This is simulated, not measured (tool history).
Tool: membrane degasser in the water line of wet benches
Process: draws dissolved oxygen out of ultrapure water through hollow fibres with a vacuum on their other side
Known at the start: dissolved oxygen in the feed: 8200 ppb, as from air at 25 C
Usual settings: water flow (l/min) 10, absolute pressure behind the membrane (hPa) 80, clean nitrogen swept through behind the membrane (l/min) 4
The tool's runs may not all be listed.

run    hour  water flow (l/min)  absolute pressure behind the membrane (hPa)  clean nitrogen swept through behind the membrane (l/min)  dissolved oxygen in the water behind the degasser (ppb)  pressure that the water loses in the fibres (hPa)
  1       0                  10                                           80                                                         4                                                     83.9                                              649.1
  2   197.2                  10                                           80                                                         4                                                       84                                              651.1
  3   381.5                  10                                           80                                                         4                                                       86                                              658.1
      672.4  -- seals of the vacuum lines changed
  4   701.1                  10                                           80                                                         4                                                     84.1                                              656.7
  5   894.7                  10                                           80                                                         4                                                     85.2                                              656.7
  6  1170.5                  10                                           80                                                         4                                                     84.7                                              659.6
  7  1330.4                  10                                           80                                                         4                                                     84.6                                              656.1
  8  1608.8                  10                                           80                                                         4                                                     86.4                                              656.7
     1627.1  -- vacuum gauge calibrated
  9  1768.6                  10                                           80                                                         4                                                     86.8                                                656
       2026  -- membrane cartridge changed
 10  2036.2                  10                                           80                                                         4                                                     67.1                                              601.6
 11  2204.2                  10                                           80                                                         4                                                     66.3                                              598.2
 12  2419.6                  10                                           80                                                         4                                                     66.2                                              600.8
 13  2776.7                  10                                           80                                                         4                                                     67.7                                              606.5
 14    3033                  10                                           80                                                         4                                                       67                                              607.1
 15  3229.7                  10                                           80                                                         4                                                     66.6                                              606.7
     3250.8  -- vacuum gauge calibrated, once more
 16  3523.8                  14                                        121.8                                                         4                                                    171.3                                              848.8
 17  3753.7                   7                                        191.7                                                       1.7                                                    176.3                                              425.3
 18  4095.6                   8                                         51.2                                                       1.7                                                     41.2                                              490.2
 19  4359.2                   8                                         51.2                                                       1.7                                                     42.7                                              484.6
 20  4617.1                  10                                           65                                                         4                                                       60                                              612.1
 21  4899.9                   9                                         70.5                                                      5.78                                                     43.5                                              556.2
 22  5162.6                   9                                         70.5                                                      5.78                                                     42.1                                                548
 23  5439.6                  15                                         70.5                                                      8.19                                                    136.9                                              924.2
 24  5735.6                   6                                        196.3                                                      2.07                                                    132.7                                              370.3
 25  5956.4                   6                                        196.3                                                      2.07                                                    129.5                                                373
 26  6290.9                  10                                           80                                                      1.79                                                    108.1                                                619
 27  6542.2                  11                                           80                                                      5.81                                                       78                                              680.1
 28    6908                  11                                           80                                                      5.81                                                       78                                              681.7
     6991.3  -- seals of the vacuum lines changed
 29  7104.5                  10                                         98.4                                                      5.81                                                     68.9                                              622.7

3 ways to go on from here, each from the tool as it stands after run 29. What would each give?
  A  7264.6                  15                                         68.8                                                     10.14                                                        ?                                                  ?
  B  7264.6                  11                                         98.4                                                      5.81                                                        ?                                                  ?
  C  7264.6                   6                                        174.3                                                         4                                                        ?                                                  ?

run  dissolved oxygen in the water behind the degasser (ppb)  pressure that the water loses in the fibres (hPa)
  A                                                    136.4                                              925.2
  B                                                     88.2                                              687.7
  C                                                     60.7                                              372.4
Without the tool's hidden state the same runs would have given:
run  dissolved oxygen in the water behind the degasser (ppb)  pressure that the water loses in the fibres (hPa)
  A                                                    121.3                                                898
  B                                                     79.7                                              667.6
  C                                                     58.4                                              361.5

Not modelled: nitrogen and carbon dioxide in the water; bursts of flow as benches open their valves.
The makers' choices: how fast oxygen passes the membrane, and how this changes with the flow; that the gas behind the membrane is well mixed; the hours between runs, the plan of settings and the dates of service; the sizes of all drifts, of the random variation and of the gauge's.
